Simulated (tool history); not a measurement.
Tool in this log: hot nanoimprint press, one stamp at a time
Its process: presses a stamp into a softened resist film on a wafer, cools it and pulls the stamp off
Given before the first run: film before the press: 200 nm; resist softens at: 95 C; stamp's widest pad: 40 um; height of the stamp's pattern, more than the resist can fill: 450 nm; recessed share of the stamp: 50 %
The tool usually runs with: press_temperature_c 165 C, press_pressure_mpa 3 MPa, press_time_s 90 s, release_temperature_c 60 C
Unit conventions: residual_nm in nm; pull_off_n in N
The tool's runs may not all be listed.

| run | hour | press_temperature_c | press_pressure_mpa | press_time_s | release_temperature_c | residual_nm | pull_off_n |
|---|---|---|---|---|---|---|---|
| 1 | 0 | 165 | 3 | 90 | 60 | 80.3 | 176 |
| 2 | 62.6 | 165 | 3 | 90 | 60 | 80 | 181 |
| 3 | 150.4 | 160 | 3 | 90 | 60 | 92 | 192 |
| 4 | 193.5 | 160 | 3 | 90 | 60 | 92.6 | 194 |
|  | 228.3 | plate thermocouple calibrated |
| 5 | 243.8 | 165 | 3.48 | 90 | 60 | 74.8 | 204 |
| 6 | 317.4 | 165 | 3.48 | 90 | 60 | 74.6 | 210 |
| 7 | 364.9 | 165 | 4.17 | 61 | 60 | 76.3 | 213 |
| 8 | 451 | 165 | 3.12 | 90 | 59 | 79.4 | 237 |
| 9 | 510.3 | 165 | 3.12 | 90 | 59 | 79.5 | 254 |
| 10 | 546.3 | 165 | 3.12 | 73 | 51 | 85.4 | 304 |
| 11 | 614.1 | 165 | 3.12 | 73 | 51 | 84.9 | 327 |

Predict each of these 3 candidate next runs independently; none follows another, all start after run 11:
| A | 684.6 | 165 | 3.12 | 118 | 51 | ? | ? |
| B | 684.6 | 165 | 3.12 | 68 | 51 | ? | ? |
| C | 684.6 | 165 | 2.68 | 100 | 60 | ? | ? |

| run | residual_nm | pull_off_n |
|---|---|---|
| A | 72.4 | 327 |
| B | 87 | 325 |
| C | 83.3 | 254 |
Stripped of hidden state, with their random variation kept, the same runs would have yielded:
| run | residual_nm | pull_off_n |
|---|---|---|
| A | 72.5 | 225 |
| B | 87.1 | 224 |
| C | 83.5 | 176 |

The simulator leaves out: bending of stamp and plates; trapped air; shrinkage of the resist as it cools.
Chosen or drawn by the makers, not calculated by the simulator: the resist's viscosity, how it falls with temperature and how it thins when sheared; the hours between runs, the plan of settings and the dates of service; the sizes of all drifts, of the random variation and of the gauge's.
